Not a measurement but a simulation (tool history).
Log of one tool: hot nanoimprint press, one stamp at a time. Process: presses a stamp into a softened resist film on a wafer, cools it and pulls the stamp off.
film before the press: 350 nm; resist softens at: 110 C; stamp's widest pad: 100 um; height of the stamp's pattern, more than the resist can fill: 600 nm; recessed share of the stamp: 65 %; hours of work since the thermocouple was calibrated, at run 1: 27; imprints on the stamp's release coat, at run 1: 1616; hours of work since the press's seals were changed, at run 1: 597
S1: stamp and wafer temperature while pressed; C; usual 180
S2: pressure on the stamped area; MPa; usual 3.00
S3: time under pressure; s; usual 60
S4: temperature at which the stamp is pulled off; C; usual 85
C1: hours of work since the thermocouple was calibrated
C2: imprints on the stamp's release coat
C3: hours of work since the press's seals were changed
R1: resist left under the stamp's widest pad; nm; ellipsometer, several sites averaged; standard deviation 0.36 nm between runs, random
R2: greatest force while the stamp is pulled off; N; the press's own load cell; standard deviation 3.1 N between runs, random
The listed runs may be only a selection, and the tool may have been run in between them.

run	day	S1	S2	S3	S4	C1	C2	C3	R1	R2
1	0.000	180	3.00	60	85	27	1616	597	203.2	277
# day 0.458: stamp cleaned and given a new release coat
# day 1.146: press's hydraulic seals changed and the load cell set to zero
2	1.304	180	3.00	60	85	40	40	3	202.8	223
3	2.433	180	3.00	60	85	61	127	24	203.6	228
4	3.075	180	3.00	60	85	73	176	36	203.5	232
5	3.792	180	3.00	60	85	86	232	49	204.2	234
6	4.496	180	3.00	60	85	99	286	62	203.9	234
7	5.346	180	3.00	60	84	115	352	78	204.6	238
8	5.933	180	3.00	60	84	126	397	89	204.8	240
9	6.479	180	3.00	60	84	136	439	99	205.4	241
10	7.821	180	3.00	60	84	161	542	124	205.4	243
11	8.967	180	3.00	60	84	182	631	145	206.1	250
12	9.642	180	3.00	60	84	195	683	157	206.6	256
13	10.838	180	3.00	60	84	217	775	180	207.5	259
14	11.575	180	3.00	60	80	230	832	193	207.0	286
15	12.933	180	3.00	99	85	256	937	218	176.8	260
16	13.717	180	3.81	99	76	270	997	233	159.3	311
# day 14.338: plate thermocouple calibrated
17	14.858	183	3.00	60	85	10	1076	252	190.0	260
18	15.879	183	3.36	60	80	29	1154	271	181.1	294
19	16.450	180	3.00	33	85	39	1198	281	241.3	260
20	17.096	180	3.00	33	85	51	1248	293	241.2	277
21	18.429	180	3.00	33	85	76	1351	318	242.2	273
22	19.508	172	3.17	69	71	96	1434	338	231.6	362

What does the tool deliver on the next run?
23	20.129	172	3.17	69	71	107	1482	349	?	?

{"run 23": {"R1": 232.6, "R2": 357}}
Minus the tool's unlogged condition, the same run would have read R1 228.5 nm, R2 283 N.
